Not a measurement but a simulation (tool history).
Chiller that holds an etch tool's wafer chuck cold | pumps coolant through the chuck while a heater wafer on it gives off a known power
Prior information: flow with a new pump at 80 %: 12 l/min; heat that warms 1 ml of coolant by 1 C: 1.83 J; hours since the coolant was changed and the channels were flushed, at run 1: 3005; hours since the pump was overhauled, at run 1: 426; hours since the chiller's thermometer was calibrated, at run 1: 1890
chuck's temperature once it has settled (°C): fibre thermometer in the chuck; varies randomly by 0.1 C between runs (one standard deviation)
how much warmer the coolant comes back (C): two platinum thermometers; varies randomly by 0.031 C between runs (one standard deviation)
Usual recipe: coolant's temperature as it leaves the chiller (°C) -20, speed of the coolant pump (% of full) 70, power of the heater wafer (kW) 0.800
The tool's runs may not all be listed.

run,hour,coolant's temperature as it leaves the chiller (°C),speed of the coolant pump (% of full),power of the heater wafer (kW),hours since the coolant was changed and the channels were flushed,hours since the pump was overhauled,hours since the chiller's thermometer was calibrated,chuck's temperature once it has settled (°C),how much warmer the coolant comes back (C)
1,0.0,-20,70,0.800,3005,426,1890,-13.2,2.57
2,30.4,-20,70,0.800,3035,456,1920,-13.3,2.53
3,52.4,-20,70,0.800,3057,478,1942,-13.2,2.55
4,74.6,-20,70,0.800,3079,500,1965,-13.4,2.58
5,103.1,-20,70,0.800,3108,529,1993,-13.3,2.55
6,120.9,-20,70,0.800,3125,546,2011,-13.3,2.54
7,148.0,-20,70,0.800,3153,574,2038,-13.4,2.55
8,167.3,-20,70,0.800,3172,593,2057,-13.1,2.53
9,185.2,-25,70,0.800,3190,611,2075,-18.3,2.53
10,206.3,-20,84,0.800,3211,632,2096,-14.0,2.01
11,230.5,-20,70,0.686,3235,656,2121,-14.3,2.22
12,247.8,-25,63,0.800,3252,673,2138,-17.8,2.89
13,266.5,-15,61,1.139,3271,692,2157,-4.6,4.17
14,290.6,-15,61,1.139,3295,716,2181,-4.4,4.18
15,306.4,-12,77,0.807,3311,732,2196,-5.8,2.36
16,322.7,-16,76,0.807,3327,748,2213,-9.5,2.39
17,352.7,-21,70,0.765,3357,778,2243,-14.5,2.49
18,366.3,-21,70,0.765,3371,792,2256,-14.6,2.44

Run 19, settings as shown, results not yet in. Your forecast:
19,381.1,-14,70,0.800,3386,807,2271,?,?

chuck's temperature once it has settled (°C): -7.1
how much warmer the coolant comes back (C): 2.51
With the hidden condition absent and the run-to-run variation left alone, this run would have shown chuck's temperature once it has settled (°C) -7.1, how much warmer the coolant comes back (C) 2.51.
